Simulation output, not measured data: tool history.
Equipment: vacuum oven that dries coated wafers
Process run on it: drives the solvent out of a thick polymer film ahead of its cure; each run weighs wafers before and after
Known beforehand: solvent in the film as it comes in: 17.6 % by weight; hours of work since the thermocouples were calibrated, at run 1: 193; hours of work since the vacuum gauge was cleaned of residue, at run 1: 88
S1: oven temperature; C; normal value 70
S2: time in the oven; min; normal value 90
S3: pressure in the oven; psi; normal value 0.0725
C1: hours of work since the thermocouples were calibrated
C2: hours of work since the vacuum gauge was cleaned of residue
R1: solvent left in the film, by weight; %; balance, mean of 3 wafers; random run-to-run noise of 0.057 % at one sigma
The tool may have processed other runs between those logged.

run	hour	S1	S2	S3	C1	C2	R1
1	0.0	70	90	0.0725	193	88	3.00
2	13.6	70	90	0.0725	199	94	2.77
3	24.6	70	90	0.0725	204	99	2.94
4	38.2	70	90	0.0725	209	104	2.80
5	55.0	70	111	0.0725	216	111	1.98
6	74.2	70	111	0.0725	225	120	1.99
7	90.7	70	111	0.0725	232	127	2.06
8	106.8	70	111	0.0725	238	133	1.93
9	125.7	70	90	0.0725	246	141	2.97
10	142.5	70	90	0.0725	254	149	2.82
11	157.6	70	90	0.0725	260	155	2.83
12	170.2	70	90	0.0725	265	160	2.81
13	183.4	70	90	0.0725	271	166	2.89
14	194.0	70	90	0.0725	275	170	2.95
15	208.8	58	90	0.0725	282	177	7.74
# hour 211.3: vacuum gauge cleaned of residue and calibrated
16	219.3	70	47	0.0725	286	3	6.21
17	232.5	70	47	0.0725	291	9	6.15
18	250.8	70	90	0.0725	299	17	2.91
19	267.5	70	90	0.0725	306	24	2.93
20	276.8	70	90	0.0725	310	28	2.90
# hour 285.3: vacuum gauge cleaned of residue and calibrated, once more
21	298.5	59	119	0.0883	319	6	5.99
22	309.8	59	51	0.0524	323	10	9.87
23	322.2	60	76	0.1275	329	16	7.85
24	331.6	60	76	0.1275	333	20	7.91
25	349.6	70	88	0.2321	340	27	3.39
26	361.2	70	88	0.2321	345	32	3.31
27	377.4	61	56	0.1078	352	39	9.03
28	387.9	70	90	0.1900	356	44	3.18
29	404.1	70	115	0.0886	363	50	1.90
30	415.6	70	115	0.0886	368	55	1.91
31	425.3	70	115	0.0886	372	59	1.94
32	437.8	63	73	0.1684	378	65	6.87
33	454.1	66	119	0.0709	385	72	3.11
34	470.1	69	119	0.0833	391	78	2.18
35	480.0	58	97	0.2326	395	83	7.99
36	497.3	63	154	0.2131	403	90	3.40
37	507.2	57	63	0.2131	407	94	10.08
38	526.8	57	63	0.0528	415	102	9.87
39	537.3	57	63	0.0528	420	107	9.66

Predict each of these 3 candidate next runs independently; none follows another, all start after run 39:
A	555.9	70	49	0.1001	428	115	?
B	555.9	71	131	0.0528	428	115	?
C	555.9	70	141	0.0846	428	115	?

run	R1
A	6.06
B	1.25
C	1.39
Take away the tool's hidden state, keep each run's random variation, and the runs would have read:
run	R1
A	5.82
B	1.11
C	1.25
